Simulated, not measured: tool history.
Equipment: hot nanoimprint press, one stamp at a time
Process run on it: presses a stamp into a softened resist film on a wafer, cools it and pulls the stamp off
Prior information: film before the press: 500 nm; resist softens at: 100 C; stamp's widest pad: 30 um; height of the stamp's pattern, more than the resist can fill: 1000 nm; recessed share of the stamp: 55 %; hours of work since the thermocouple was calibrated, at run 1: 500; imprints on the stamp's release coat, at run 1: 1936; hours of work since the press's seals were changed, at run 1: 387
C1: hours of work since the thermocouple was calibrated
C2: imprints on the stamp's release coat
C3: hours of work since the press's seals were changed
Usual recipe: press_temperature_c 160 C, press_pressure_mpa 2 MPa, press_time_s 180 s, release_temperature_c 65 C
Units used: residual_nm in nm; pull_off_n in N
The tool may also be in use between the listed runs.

{"run": 1, "hour": 0.0, "press_temperature_c": 160, "press_pressure_mpa": 2, "press_time_s": 180, "release_temperature_c": 65, "C1": 500, "C2": 1936, "C3": 387, "residual_nm": 246.1, "pull_off_n": 183}
{"hour": 10.9, "done": "stamp cleaned and given a new release coat"}
{"run": 2, "hour": 20.4, "press_temperature_c": 160, "press_pressure_mpa": 2, "press_time_s": 180, "release_temperature_c": 65, "C1": 511, "C2": 40, "C3": 398, "residual_nm": 247.2, "pull_off_n": 180}
{"run": 3, "hour": 31.8, "press_temperature_c": 160, "press_pressure_mpa": 2, "press_time_s": 242, "release_temperature_c": 65, "C1": 520, "C2": 87, "C3": 407, "residual_nm": 218.6, "pull_off_n": 191}
{"run": 4, "hour": 48.8, "press_temperature_c": 160, "press_pressure_mpa": 2, "press_time_s": 242, "release_temperature_c": 65, "C1": 533, "C2": 157, "C3": 420, "residual_nm": 222.2, "pull_off_n": 186}
{"run": 5, "hour": 63.4, "press_temperature_c": 160, "press_pressure_mpa": 2, "press_time_s": 180, "release_temperature_c": 65, "C1": 544, "C2": 218, "C3": 432, "residual_nm": 245.5, "pull_off_n": 188}
{"run": 6, "hour": 87.4, "press_temperature_c": 171, "press_pressure_mpa": 2, "press_time_s": 180, "release_temperature_c": 65, "C1": 563, "C2": 317, "C3": 450, "residual_nm": 161.8, "pull_off_n": 179}
{"run": 7, "hour": 105.7, "press_temperature_c": 160, "press_pressure_mpa": 2, "press_time_s": 180, "release_temperature_c": 65, "C1": 577, "C2": 393, "C3": 464, "residual_nm": 248.2, "pull_off_n": 182}
{"hour": 127.2, "done": "plate thermocouple calibrated"}
{"run": 8, "hour": 127.2, "press_temperature_c": 160, "press_pressure_mpa": 2, "press_time_s": 180, "release_temperature_c": 65, "C1": 0, "C2": 469, "C3": 479, "residual_nm": 246.1, "pull_off_n": 185}
{"run": 9, "hour": 151.5, "press_temperature_c": 160, "press_pressure_mpa": 2, "press_time_s": 180, "release_temperature_c": 65, "C1": 19, "C2": 570, "C3": 497, "residual_nm": 248.4, "pull_off_n": 181}
{"run": 10, "hour": 168.8, "press_temperature_c": 160, "press_pressure_mpa": 2, "press_time_s": 180, "release_temperature_c": 65, "C1": 32, "C2": 642, "C3": 511, "residual_nm": 245, "pull_off_n": 183}
{"run": 11, "hour": 188.1, "press_temperature_c": 160, "press_pressure_mpa": 2, "press_time_s": 180, "release_temperature_c": 65, "C1": 47, "C2": 722, "C3": 526, "residual_nm": 245.6, "pull_off_n": 185}
{"run": 12, "hour": 200.8, "press_temperature_c": 157, "press_pressure_mpa": 2, "press_time_s": 180, "release_temperature_c": 65, "C1": 57, "C2": 774, "C3": 535, "residual_nm": 276.5, "pull_off_n": 178}
{"run": 13, "hour": 221.1, "press_temperature_c": 157, "press_pressure_mpa": 2, "press_time_s": 180, "release_temperature_c": 65, "C1": 73, "C2": 858, "C3": 551, "residual_nm": 276.9, "pull_off_n": 182}
{"run": 14, "hour": 234.7, "press_temperature_c": 157, "press_pressure_mpa": 2, "press_time_s": 180, "release_temperature_c": 65, "C1": 83, "C2": 915, "C3": 562, "residual_nm": 277.2, "pull_off_n": 183}
{"run": 15, "hour": 252.6, "press_temperature_c": 157, "press_pressure_mpa": 2, "press_time_s": 180, "release_temperature_c": 65, "C1": 97, "C2": 989, "C3": 575, "residual_nm": 276.6, "pull_off_n": 184}
{"run": 16, "hour": 272.7, "press_temperature_c": 160, "press_pressure_mpa": 2.04, "press_time_s": 139, "release_temperature_c": 65, "C1": 112, "C2": 1072, "C3": 591, "residual_nm": 266.3, "pull_off_n": 181}
{"run": 17, "hour": 288.2, "press_temperature_c": 154, "press_pressure_mpa": 1.8, "press_time_s": 180, "release_temperature_c": 65, "C1": 124, "C2": 1136, "C3": 603, "residual_nm": 320.5, "pull_off_n": 188}
{"run": 18, "hour": 305.1, "press_temperature_c": 154, "press_pressure_mpa": 1.8, "press_time_s": 180, "release_temperature_c": 65, "C1": 137, "C2": 1206, "C3": 616, "residual_nm": 319.6, "pull_off_n": 189}
{"run": 19, "hour": 331.5, "press_temperature_c": 158, "press_pressure_mpa": 2, "press_time_s": 250, "release_temperature_c": 57, "C1": 158, "C2": 1315, "C3": 636, "residual_nm": 237.6, "pull_off_n": 223}
{"run": 20, "hour": 343.2, "press_temperature_c": 165, "press_pressure_mpa": 2.51, "press_time_s": 180, "release_temperature_c": 65, "C1": 167, "C2": 1364, "C3": 645, "residual_nm": 183.5, "pull_off_n": 187}
{"run": 21, "hour": 354.8, "press_temperature_c": 165, "press_pressure_mpa": 2.51, "press_time_s": 180, "release_temperature_c": 65, "C1": 176, "C2": 1412, "C3": 654, "residual_nm": 183, "pull_off_n": 181}
{"run": 22, "hour": 367.2, "press_temperature_c": 168, "press_pressure_mpa": 2, "press_time_s": 180, "release_temperature_c": 55, "C1": 185, "C2": 1463, "C3": 664, "residual_nm": 181, "pull_off_n": 237}
{"run": 23, "hour": 389.8, "press_temperature_c": 170, "press_pressure_mpa": 2.68, "press_time_s": 180, "release_temperature_c": 55, "C1": 203, "C2": 1557, "C3": 681, "residual_nm": 144.9, "pull_off_n": 241}
{"run": 24, "hour": 413.2, "press_temperature_c": 170, "press_pressure_mpa": 2.68, "press_time_s": 180, "release_temperature_c": 55, "C1": 221, "C2": 1654, "C3": 700, "residual_nm": 144, "pull_off_n": 236}
{"hour": 426.6, "done": "press's hydraulic seals changed and the load cell set to zero"}
{"run": 25, "hour": 446.5, "press_temperature_c": 155, "press_pressure_mpa": 2, "press_time_s": 257, "release_temperature_c": 65, "C1": 240, "C2": 1758, "C3": 15, "residual_nm": 264.6, "pull_off_n": 186}
{"run": 26, "hour": 471.0, "press_temperature_c": 155, "press_pressure_mpa": 2.23, "press_time_s": 191, "release_temperature_c": 65, "C1": 259, "C2": 1860, "C3": 34, "residual_nm": 275, "pull_off_n": 181}
{"run": 27, "hour": 488.0, "press_temperature_c": 149, "press_pressure_mpa": 1.34, "press_time_s": 180, "release_temperature_c": 65, "C1": 273, "C2": 1931, "C3": 47, "residual_nm": 397.9, "pull_off_n": 189}
{"hour": 500.5, "done": "stamp cleaned and given a new release coat"}
{"run": 28, "hour": 519.1, "press_temperature_c": 160, "press_pressure_mpa": 2, "press_time_s": 238, "release_temperature_c": 65, "C1": 292, "C2": 78, "C3": 67, "residual_nm": 222.1, "pull_off_n": 189}
{"run": 29, "hour": 538.8, "press_temperature_c": 148, "press_pressure_mpa": 2.49, "press_time_s": 238, "release_temperature_c": 65, "C1": 307, "C2": 159, "C3": 82, "residual_nm": 325.1, "pull_off_n": 178}
{"run": 30, "hour": 560.2, "press_temperature_c": 159, "press_pressure_mpa": 1.25, "press_time_s": 92, "release_temperature_c": 64, "C1": 324, "C2": 248, "C3": 99, "residual_nm": 371.6, "pull_off_n": 188}

Forecast each of these 3 alternatives for the next run:
{"run": "A", "hour": 585.0, "press_temperature_c": 152, "press_pressure_mpa": 2.26, "press_time_s": 92, "release_temperature_c": 54, "C1": 343, "C2": 350, "C3": 118, "residual_nm": "?", "pull_off_n": "?"}
{"run": "B", "hour": 585.0, "press_temperature_c": 169, "press_pressure_mpa": 1.76, "press_time_s": 90, "release_temperature_c": 64, "C1": 343, "C2": 350, "C3": 118, "residual_nm": "?", "pull_off_n": "?"}
{"run": "C", "hour": 585.0, "press_temperature_c": 160, "press_pressure_mpa": 1.45, "press_time_s": 180, "release_temperature_c": 65, "C1": 343, "C2": 350, "C3": 118, "residual_nm": "?", "pull_off_n": "?"}

run=A residual_nm=375.7 pull_off_n=234
run=B residual_nm=241.2 pull_off_n=188
run=C residual_nm=281.8 pull_off_n=178
With the hidden condition removed and each run's random variation left untouched, the same runs would have given:
run=A residual_nm=375.3 pull_off_n=234
run=B residual_nm=240.9 pull_off_n=187
run=C residual_nm=281.4 pull_off_n=177
